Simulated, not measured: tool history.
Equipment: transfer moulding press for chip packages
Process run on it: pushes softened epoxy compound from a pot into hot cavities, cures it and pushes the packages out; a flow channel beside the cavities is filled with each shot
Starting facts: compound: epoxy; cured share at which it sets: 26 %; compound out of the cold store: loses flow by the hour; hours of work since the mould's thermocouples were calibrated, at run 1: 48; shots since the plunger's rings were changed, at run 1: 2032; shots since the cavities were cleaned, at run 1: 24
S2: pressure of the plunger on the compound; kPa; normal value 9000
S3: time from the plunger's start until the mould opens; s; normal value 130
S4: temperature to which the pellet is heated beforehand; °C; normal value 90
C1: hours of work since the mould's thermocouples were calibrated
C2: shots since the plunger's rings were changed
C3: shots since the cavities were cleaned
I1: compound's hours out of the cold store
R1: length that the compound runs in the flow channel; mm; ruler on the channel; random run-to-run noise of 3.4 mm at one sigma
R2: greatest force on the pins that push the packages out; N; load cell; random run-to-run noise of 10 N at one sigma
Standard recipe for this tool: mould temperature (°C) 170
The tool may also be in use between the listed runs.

{"run": 1, "day": 0.0, "mould temperature (°C)": 170, "S2": 9000, "S3": 130, "S4": 90, "C1": 48, "C2": 2032, "C3": 24, "I1": 33.4, "R1": 635, "R2": 485}
{"run": 2, "day": 0.225, "mould temperature (°C)": 170, "S2": 9000, "S3": 130, "S4": 93, "C1": 51, "C2": 2080, "C3": 72, "I1": 25.5, "R1": 663, "R2": 532}
{"run": 3, "day": 0.508, "mould temperature (°C)": 170, "S2": 9000, "S3": 130, "S4": 90, "C1": 55, "C2": 2140, "C3": 132, "I1": 19, "R1": 691, "R2": 578}
{"run": 4, "day": 0.896, "mould temperature (°C)": 170, "S2": 9000, "S3": 130, "S4": 90, "C1": 61, "C2": 2222, "C3": 214, "I1": 41.2, "R1": 599, "R2": 618}
{"run": 5, "day": 1.138, "mould temperature (°C)": 171, "S2": 9000, "S3": 130, "S4": 90, "C1": 65, "C2": 2273, "C3": 265, "I1": 42.3, "R1": 591, "R2": 619}
{"run": 6, "day": 1.454, "mould temperature (°C)": 170, "S2": 9000, "S3": 130, "S4": 90, "C1": 70, "C2": 2340, "C3": 332, "I1": 15.3, "R1": 710, "R2": 700}
{"run": 7, "day": 1.725, "mould temperature (°C)": 170, "S2": 9000, "S3": 130, "S4": 90, "C1": 74, "C2": 2397, "C3": 389, "I1": 38.6, "R1": 606, "R2": 698}
{"run": 8, "day": 2.142, "mould temperature (°C)": 170, "S2": 9000, "S3": 130, "S4": 90, "C1": 80, "C2": 2485, "C3": 477, "I1": 47.2, "R1": 576, "R2": 748}
{"day": 2.583, "done": "plunger's sealing rings changed"}
{"run": 9, "day": 2.654, "mould temperature (°C)": 170, "S2": 9000, "S3": 130, "S4": 90, "C1": 86, "C2": 15, "C3": 564, "I1": 10.6, "R1": 763, "R2": 802}
{"run": 10, "day": 2.988, "mould temperature (°C)": 170, "S2": 8240, "S3": 130, "S4": 90, "C1": 91, "C2": 85, "C3": 634, "I1": 39.1, "R1": 601, "R2": 810}
{"run": 11, "day": 3.379, "mould temperature (°C)": 170, "S2": 8240, "S3": 130, "S4": 90, "C1": 97, "C2": 168, "C3": 717, "I1": 34.2, "R1": 628, "R2": 835}
{"day": 3.858, "done": "cavities cleaned with cleaning compound and waxed"}
{"run": 12, "day": 3.875, "mould temperature (°C)": 170, "S2": 8240, "S3": 130, "S4": 90, "C1": 104, "C2": 259, "C3": 3, "I1": 24.8, "R1": 657, "R2": 474}
{"run": 13, "day": 4.154, "mould temperature (°C)": 170, "S2": 8240, "S3": 130, "S4": 90, "C1": 108, "C2": 319, "C3": 63, "I1": 47.1, "R1": 569, "R2": 537}
{"run": 14, "day": 4.479, "mould temperature (°C)": 170, "S2": 9000, "S3": 130, "S4": 88, "C1": 113, "C2": 388, "C3": 132, "I1": 33.8, "R1": 654, "R2": 573}
{"run": 15, "day": 4.708, "mould temperature (°C)": 178, "S2": 10670, "S3": 130, "S4": 89, "C1": 117, "C2": 436, "C3": 180, "I1": 19.5, "R1": 750, "R2": 584}
{"run": 16, "day": 5.092, "mould temperature (°C)": 170, "S2": 8080, "S3": 136, "S4": 90, "C1": 122, "C2": 517, "C3": 261, "I1": 22.6, "R1": 655, "R2": 664}
{"run": 17, "day": 5.288, "mould temperature (°C)": 170, "S2": 7430, "S3": 114, "S4": 90, "C1": 125, "C2": 558, "C3": 302, "I1": 38.4, "R1": 578, "R2": 740}
{"run": 18, "day": 5.525, "mould temperature (°C)": 170, "S2": 7430, "S3": 132, "S4": 96, "C1": 129, "C2": 608, "C3": 352, "I1": 38.6, "R1": 570, "R2": 675}
{"run": 19, "day": 5.8, "mould temperature (°C)": 166, "S2": 8150, "S3": 133, "S4": 92, "C1": 133, "C2": 667, "C3": 411, "I1": 42.1, "R1": 594, "R2": 805}
{"run": 20, "day": 6.071, "mould temperature (°C)": 166, "S2": 8150, "S3": 133, "S4": 92, "C1": 137, "C2": 724, "C3": 468, "I1": 41.4, "R1": 597, "R2": 818}
{"run": 21, "day": 6.317, "mould temperature (°C)": 170, "S2": 9000, "S3": 163, "S4": 90, "C1": 141, "C2": 776, "C3": 520, "I1": 41.3, "R1": 618, "R2": 736}
{"run": 22, "day": 6.762, "mould temperature (°C)": 163, "S2": 8340, "S3": 139, "S4": 89, "C1": 148, "C2": 871, "C3": 615, "I1": 14.8, "R1": 731, "R2": 1005}
{"run": 23, "day": 7.212, "mould temperature (°C)": 163, "S2": 8340, "S3": 139, "S4": 87, "C1": 155, "C2": 966, "C3": 710, "I1": 13.1, "R1": 740, "R2": 1087}
{"run": 24, "day": 7.633, "mould temperature (°C)": 176, "S2": 9000, "S3": 130, "S4": 96, "C1": 161, "C2": 1055, "C3": 799, "I1": 21.2, "R1": 672, "R2": 815}
{"day": 7.725, "done": "cavities cleaned with cleaning compound and waxed"}
{"run": 25, "day": 8.017, "mould temperature (°C)": 170, "S2": 10640, "S3": 146, "S4": 89, "C1": 166, "C2": 1122, "C3": 61, "I1": 27.8, "R1": 726, "R2": 494}
{"run": 26, "day": 8.367, "mould temperature (°C)": 165, "S2": 8470, "S3": 167, "S4": 98, "C1": 171, "C2": 1196, "C3": 135, "I1": 34.6, "R1": 639, "R2": 562}
{"run": 27, "day": 8.633, "mould temperature (°C)": 170, "S2": 7630, "S3": 130, "S4": 98, "C1": 175, "C2": 1253, "C3": 192, "I1": 28.8, "R1": 606, "R2": 626}
{"run": 28, "day": 9.012, "mould temperature (°C)": 170, "S2": 7630, "S3": 130, "S4": 98, "C1": 181, "C2": 1333, "C3": 272, "I1": 21.7, "R1": 635, "R2": 669}

Across each entry between runs, compare the hidden state at the last listed run before it with the hidden state at the first listed run after it:
Logged between run 8 and run 9: plunger's sealing rings changed (day 2.583)
  true mould temperature over the reading, C: 0.52 -> 0.53; pressure that reaches the compound, % of what is set: 90.98 -> 99.91; grip of the stained cavities, % over clean ones': 61.9 -> 68
  measured less the result without the state, R1: -29 -> -3 mm; R2: +281 -> +317 N
Logged between run 11 and run 12: cavities cleaned with cleaning compound and waxed (day 3.858)
  true mould temperature over the reading, C: 0.55 -> 0.57; pressure that reaches the compound, % of what is set: 99.43 -> 99.13; grip of the stained cavities, % over clean ones': 76.4 -> 3.4
  measured less the result without the state, R1: -4 -> -5 mm; R2: +354 -> +9 N
Logged between run 24 and run 25: cavities cleaned with cleaning compound and waxed (day 7.725)
  true mould temperature over the reading, C: 0.71 -> 0.72; pressure that reaches the compound, % of what is set: 96.51 -> 96.28; grip of the stained cavities, % over clean ones': 80.8 -> 13
  measured less the result without the state, R1: -15 -> -17 mm; R2: +364 -> +54 N
